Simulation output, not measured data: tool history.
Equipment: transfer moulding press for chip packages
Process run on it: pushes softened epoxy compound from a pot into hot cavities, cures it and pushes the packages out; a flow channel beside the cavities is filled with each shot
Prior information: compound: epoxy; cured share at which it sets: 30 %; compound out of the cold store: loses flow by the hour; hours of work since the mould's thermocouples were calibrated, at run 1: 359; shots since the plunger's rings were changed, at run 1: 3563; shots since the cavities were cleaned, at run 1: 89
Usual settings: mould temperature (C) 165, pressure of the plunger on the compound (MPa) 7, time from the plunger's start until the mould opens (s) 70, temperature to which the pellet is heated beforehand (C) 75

run     day  mould temperature (C)  pressure of the plunger on the compound (MPa)  time from the plunger's start until the mould opens (s)  temperature to which the pellet is heated beforehand (C)  hours of work since the mould's thermocouples were calibrated  shots since the plunger's rings were changed  shots since the cavities were cleaned  incoming compound's hours out of the cold store  length that the compound runs in the flow channel (mm)  greatest force on the pins that push the packages out (N)
  1   0.000                    165                                              7                                                       70                                                        75                                                            359                                          3563                                     89                                             38.4                                                     863                                                        435
      0.429  -- mould's thermocouples calibrated
  2   2.825                    165                                              7                                                       70                                                        75                                                             29                                          4424                                    950                                             21.2                                                     905                                                        475
      3.804  -- plunger's sealing rings changed
      3.867  -- cavities cleaned with cleaning compound and waxed
  3   6.417                    170                                              7                                                       70                                                        75                                                             70                                           800                                    800                                             15.4                                                     912                                                        391
      7.817  -- cavities cleaned with cleaning compound and waxed
  4   9.904                    170                                              7                                                       70                                                        75                                                            111                                          1876                                    655                                             20.6                                                     885                                                        392
     11.621  -- cavities cleaned with cleaning compound and waxed
  5  13.375                    170                                              7                                                       70                                                        75                                                            152                                          2946                                    550                                             39.4                                                     820                                                        388
     15.625  -- cavities cleaned with cleaning compound and waxed
  6  16.125                    170                                              7                                                       70                                                        75                                                            185                                          3791                                    158                                             34.9                                                     840                                                        394
     19.212  -- plunger's sealing rings changed
     19.617  -- cavities cleaned with cleaning compound and waxed
  7  19.675                    165                                              7                                                       70                                                        75                                                            226                                           126                                     18                                             30.8                                                     883                                                        449
  8  23.029                    165                                              7                                                       79                                                        75                                                            266                                          1179                                   1071                                             43.0                                                     844                                                        411
     23.588  -- cavities cleaned with cleaning compound and waxed
  9  26.754                    165                                              7                                                       79                                                        75                                                            310                                          2329                                    994                                             15.0                                                     929                                                        415
     27.392  -- cavities cleaned with cleaning compound and waxed
 10  29.383                    170                                              7                                                       78                                                        68                                                            341                                          3135                                    626                                             31.0                                                     851                                                        370

Expected results for the next run?
     31.196  -- mould's thermocouples calibrated
     31.258  -- cavities cleaned with cleaning compound and waxed
 11  32.075                    170                                              7                                                       84                                                        74                                                             10                                          3935                                    257                                             32.6                                                       ?                                                          ?

Run 11 yielded length that the compound runs in the flow channel (mm) 851, greatest force on the pins that push the packages out (N) 367.
Had the tool carried no hidden state, the very same run would have given length that the compound runs in the flow channel (mm) 851, greatest force on the pins that push the packages out (N) 366.
